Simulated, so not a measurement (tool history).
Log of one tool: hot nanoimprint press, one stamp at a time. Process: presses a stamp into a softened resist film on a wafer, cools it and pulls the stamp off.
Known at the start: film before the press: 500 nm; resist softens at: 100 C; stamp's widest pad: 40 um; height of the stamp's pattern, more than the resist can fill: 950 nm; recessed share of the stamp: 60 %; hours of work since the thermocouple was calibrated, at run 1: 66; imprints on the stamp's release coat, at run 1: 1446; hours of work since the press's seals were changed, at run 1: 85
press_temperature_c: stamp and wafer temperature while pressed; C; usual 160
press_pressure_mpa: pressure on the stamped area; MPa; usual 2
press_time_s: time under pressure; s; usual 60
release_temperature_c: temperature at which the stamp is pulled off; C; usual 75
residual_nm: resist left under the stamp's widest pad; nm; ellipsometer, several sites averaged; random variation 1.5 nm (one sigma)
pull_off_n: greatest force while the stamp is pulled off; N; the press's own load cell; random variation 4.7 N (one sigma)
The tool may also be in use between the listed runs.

run   hour  press_temperature_c  press_pressure_mpa  press_time_s  release_temperature_c  hours of work since the thermocouple was calibrated  imprints on the stamp's release coat  hours of work since the press's seals were changed  residual_nm  pull_off_n
  1      0                  160                   2            60                     75                                                   66                                  1446                                                  85        245.6         402
  2   13.1                  160                2.89            60                     75                                                   76                                  1483                                                  94        198.5         399
  3   20.4                  160                1.55            60                     75                                                   81                                  1504                                                 100        282.6         405
  4   32.5                  160                1.55            55                     75                                                   90                                  1539                                                 109        289.3         414
  5     39                  160                1.55            55                     75                                                   95                                  1557                                                 114        284.3         433
  6     50                  160                1.55            55                     72                                                  104                                  1589                                                 122        284.7         460
  7   63.2                  160                2.36            55                     62                                                  113                                  1626                                                 132        229.4         574
  8   76.2                  166                   2            31                     75                                                  123                                  1664                                                 141        226.7         439
      80.4  -- plate thermocouple calibrated
  9   91.2                  166                   2            44                     75                                                    8                                  1698                                                 150        199.1         425
 10   96.9                  154                   2           118                     75                                                   12                                  1714                                                 155          265         425
 11  103.4                  152                   2            63                     72                                                   17                                  1733                                                 159        341.7         471
 12  110.4                  152                   2            63                     72                                                   22                                  1753                                                 165        342.6         475

3 ways to go on from here, each from the tool as it stands after run 12. What would each give?
  A  119.2                  160                1.79            36                     75                                                   29                                  1778                                                 171            ?           ?
  B  119.2                  164                1.24            31                     75                                                   29                                  1778                                                 171            ?           ?
  C  119.2                  152                2.89            86                     72                                                   29                                  1778                                                 171            ?           ?

run  residual_nm  pull_off_n
  A        294.2         446
  B        312.6         448
  C        265.2         474
Without the tool's hidden state the same runs would have given:
run  residual_nm  pull_off_n
  A        299.2         232
  B        317.9         233
  C        269.6         245
